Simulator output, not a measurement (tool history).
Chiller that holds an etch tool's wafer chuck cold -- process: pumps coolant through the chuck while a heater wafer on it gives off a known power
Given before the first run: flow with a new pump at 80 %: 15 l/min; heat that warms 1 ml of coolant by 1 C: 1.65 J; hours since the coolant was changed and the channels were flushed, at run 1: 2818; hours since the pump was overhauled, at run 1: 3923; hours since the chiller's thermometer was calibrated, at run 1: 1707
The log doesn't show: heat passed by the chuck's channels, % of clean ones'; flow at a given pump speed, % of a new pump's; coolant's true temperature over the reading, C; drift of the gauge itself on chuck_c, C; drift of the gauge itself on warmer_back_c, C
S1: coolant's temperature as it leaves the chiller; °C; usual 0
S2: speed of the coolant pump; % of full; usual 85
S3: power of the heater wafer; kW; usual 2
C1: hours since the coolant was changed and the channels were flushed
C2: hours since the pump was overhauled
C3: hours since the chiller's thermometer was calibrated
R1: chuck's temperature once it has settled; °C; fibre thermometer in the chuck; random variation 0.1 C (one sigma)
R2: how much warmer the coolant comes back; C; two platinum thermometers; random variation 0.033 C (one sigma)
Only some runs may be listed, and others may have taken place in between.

run	hour	S1	S2	S3	C1	C2	C3	R1	R2
1	0	0	85	2	2818	3923	1707	21.7	5.05
2	98.2	0	85	2	2916	4021	1805	21.7	4.98
3	160.8	0	88	2	2979	4084	1868	21.6	4.81
4	221.1	0	85	2	3039	4144	1928	22.2	5.07
# hour 251.6: coolant changed, channels flushed
5	322.9	0	85	2	71	4240	2024	18.8	4.99
6	392	0	85	2	140	4309	2093	18.8	4.99
7	449.7	0	85	2	198	4367	2150	18.8	5.03
8	549.1	0	61	2	298	4466	2250	23.1	6.98
9	619.1	-8	60	1.353	368	4536	2320	8	4.88
10	677.6	-8	60	1.353	426	4595	2378	7.7	4.84
# hour 748.9: chiller's thermometer calibrated
11	759.6	-9	85	2	507	4676	11	10.5	5.09
# hour 769.6: coolant pump overhauled
12	842.4	-9	85	2	585	73	89	10.7	5.22
# hour 926.4: coolant pump overhauled, once more
13	944.4	-9	85	2	682	18	186	9.3	4.62
14	1021.9	-2	81	1.866	759	95	263	15.6	4.49
15	1068.3	-2	81	1.866	806	142	309	15.6	4.52

Consider 3 possible next runs. They are alternatives, not a sequence: every one starts from the tool as it was left by run 15. What does each give?
A	1111.7	-2	81	1.876	849	185	353	?	?
B	1111.7	0	82	1.074	849	185	353	?	?
C	1111.7	0	75	2	849	185	353	?	?

run	R1	R2
A	15.7	4.52
B	10.1	2.6
C	20	5.19
Without the tool's hidden state the same runs would have given:
run	R1	R2
A	14.9	4.48
B	9.7	2.58
C	19.1	5.15
